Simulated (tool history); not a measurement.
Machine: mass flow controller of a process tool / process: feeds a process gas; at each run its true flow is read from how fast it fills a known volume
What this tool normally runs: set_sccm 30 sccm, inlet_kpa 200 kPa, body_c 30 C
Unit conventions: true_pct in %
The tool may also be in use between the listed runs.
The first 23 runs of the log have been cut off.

run     hour  set_sccm  inlet_kpa  body_c  hours of work since the controller was set to zero  hours of work since the controller was changed  true_pct
 24   9692.9        30        200      30                                                3234                                            7300     98.53
 25  10007.5         9        201      22                                                3363                                            7429     98.03
 26  10287.9        14        200      23                                                3477                                            7544     98.34
 27  10557.9        14        200      36                                                3588                                            7654     96.86
 28  10914.4        15        200      32                                                3734                                            7800     97.32
 29  11297.9        37        152      34                                                3891                                            7957     98.54
 30  11619.2        32        200      23                                                4023                                            8089     99.59
     11724.3  -- controller's zero set anew
 31  11876.6        32        200      23                                                  62                                            8194     99.67
 32  12414.5        30        200      28                                                 283                                            8415     99.03
 33  12879.9        30        200      28                                                 473                                            8605     99.24
 34  13111.1        30        200      28                                                 568                                            8700     99.31
 35  13590.7        30        200      28                                                 765                                            8896     99.27
 36  13868.8        14        277      27                                                 879                                            9010     98.51
 37  14358.1        14        277      27                                                1079                                            9211     98.73
 38  14675.7        14        277      27                                                1209                                            9341     98.69
 39    15127        30        240      27                                                1394                                            9526      99.6
 40  15384.5        23        268      35                                                1500                                            9631     98.43
 41    15675        23        268      35                                                1619                                            9750     98.43
     16001.4  -- controller exchanged for a calibrated one
     16200.5  -- gauge calibrated
 42  16207.4        23        166      35                                                  84                                              84     97.04
 43  16459.6        23        169      35                                                 188                                             188     97.16
 44  16807.9        23        169      35                                                 330                                             330      97.2
 45  17322.8        23        169      35                                                 541                                             541     97.13
 46    17745        35        169      35                                                 714                                             714     98.21
 47  18036.9        30        169      33                                                 834                                             834     98.08

Predict each of these 3 candidate next runs independently; none follows another, all start after run 47:
  A  18569.6        12        169      34                                                1052                                            1052         ?
  B  18569.6        28        190      33                                                1052                                            1052         ?
  C  18569.6        30        163      39                                                1052                                            1052         ?

run  true_pct
  A      96.9
  B     98.07
  C     97.48
Without the tool's unlogged condition, the same runs would have read:
run  true_pct
  A     96.58
  B     97.73
  C     97.14

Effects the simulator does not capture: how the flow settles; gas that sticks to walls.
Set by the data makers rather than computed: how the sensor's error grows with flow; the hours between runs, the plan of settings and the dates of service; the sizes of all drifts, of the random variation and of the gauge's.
